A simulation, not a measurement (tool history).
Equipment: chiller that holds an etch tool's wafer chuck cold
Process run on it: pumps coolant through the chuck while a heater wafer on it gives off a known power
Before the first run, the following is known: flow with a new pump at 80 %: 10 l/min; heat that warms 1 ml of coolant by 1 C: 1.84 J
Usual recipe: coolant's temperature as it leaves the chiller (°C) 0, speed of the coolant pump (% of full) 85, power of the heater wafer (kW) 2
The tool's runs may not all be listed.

| run | hour | coolant's temperature as it leaves the chiller (°C) | speed of the coolant pump (% of full) | power of the heater wafer (kW) | chuck's temperature once it has settled (°C) | how much warmer the coolant comes back (C) |
|---|---|---|---|---|---|---|
| 1 | 0 | 0 | 85 | 2 | 22.5 | 6.3 |
| 2 | 49.9 | 0 | 85 | 2 | 22.7 | 6.4 |
| 3 | 88.8 | 0 | 85 | 2 | 22.9 | 6.42 |
| 4 | 134.9 | 0 | 85 | 2 | 22.9 | 6.41 |
| 5 | 197.5 | 0 | 85 | 2 | 23.1 | 6.42 |
| 6 | 237.2 | 0 | 85 | 2 | 23.3 | 6.37 |
| 7 | 314.9 | 0 | 85 | 2 | 23.1 | 6.5 |
| 8 | 363.2 | -10 | 85 | 2 | 13 | 6.41 |
| 9 | 427.4 | -10 | 85 | 2 | 13.2 | 6.39 |
| 10 | 495.5 | -10 | 85 | 2 | 13.2 | 6.39 |
| 11 | 588.1 | 0 | 85 | 2.325 | 27.1 | 7.44 |
| 12 | 627.1 | 0 | 85 | 2.325 | 27 | 7.52 |
| 13 | 711.3 | 0 | 85 | 1.583 | 18.6 | 5.1 |
| 14 | 794.5 | 0 | 83 | 2 | 23.8 | 6.6 |
| 15 | 844.1 | 0 | 89 | 2 | 22.9 | 6.12 |
| 16 | 889.3 | 0 | 89 | 2 | 22.8 | 6.16 |
| 17 | 968.2 | 0 | 89 | 2 | 23.1 | 6.09 |
| 18 | 1048 | 6 | 64 | 2.267 | 37.8 | 10.16 |
| 19 | 1101.7 | 6 | 62 | 1.365 | 25.5 | 6.38 |
| 20 | 1152.7 | 0 | 92 | 2 | 22.7 | 5.98 |
| 21 | 1233.3 | -1 | 85 | 1.812 | 20.5 | 5.86 |
| 22 | 1325.8 | 0 | 71 | 2 | 26.6 | 7.96 |
| 23 | 1405.4 | 0 | 71 | 2 | 26.6 | 7.89 |
| 24 | 1489.9 | 0 | 94 | 2.798 | 31.7 | 8.15 |
| 25 | 1559.5 | 10 | 63 | 1.365 | 29.8 | 6.25 |
| 26 | 1632.4 | 10 | 63 | 1.365 | 29.8 | 6.24 |
| 27 | 1669.8 | 0 | 75 | 2.817 | 36.7 | 10.55 |
| 28 | 1730.5 | 0 | 75 | 2.817 | 36.8 | 10.54 |
| 29 | 1811 | 0 | 75 | 2.817 | 36.8 | 10.57 |
| 30 | 1861.6 | 9 | 75 | 2.817 | 45.8 | 10.62 |
|  | 1900.7 | coolant changed, channels flushed |
| 31 | 1958.9 | -6 | 60 | 2 | 19.4 | 9.73 |
| 32 | 2032.4 | 0 | 85 | 2.007 | 20.6 | 6.52 |

Branching from run 32: 4 alternative next runs. What would each branch give?
| A | 2070.3 | 8 | 82 | 2 | ? | ? |
| B | 2070.3 | 0 | 85 | 2.742 | ? | ? |
| C | 2070.3 | 3 | 98 | 2.007 | ? | ? |
| D | 2070.3 | 4 | 71 | 1.535 | ? | ? |

| run | chuck's temperature once it has settled (°C) | how much warmer the coolant comes back (C) |
|---|---|---|
| A | 28.9 | 6.78 |
| B | 28.2 | 9 |
| C | 22 | 5.63 |
| D | 21.7 | 6.17 |
Had the tool no hidden state, the same runs would have come out as:
| run | chuck's temperature once it has settled (°C) | how much warmer the coolant comes back (C) |
|---|---|---|
| A | 27.7 | 6.3 |
| B | 26.7 | 8.35 |
| C | 20.9 | 5.23 |
| D | 20.6 | 5.73 |
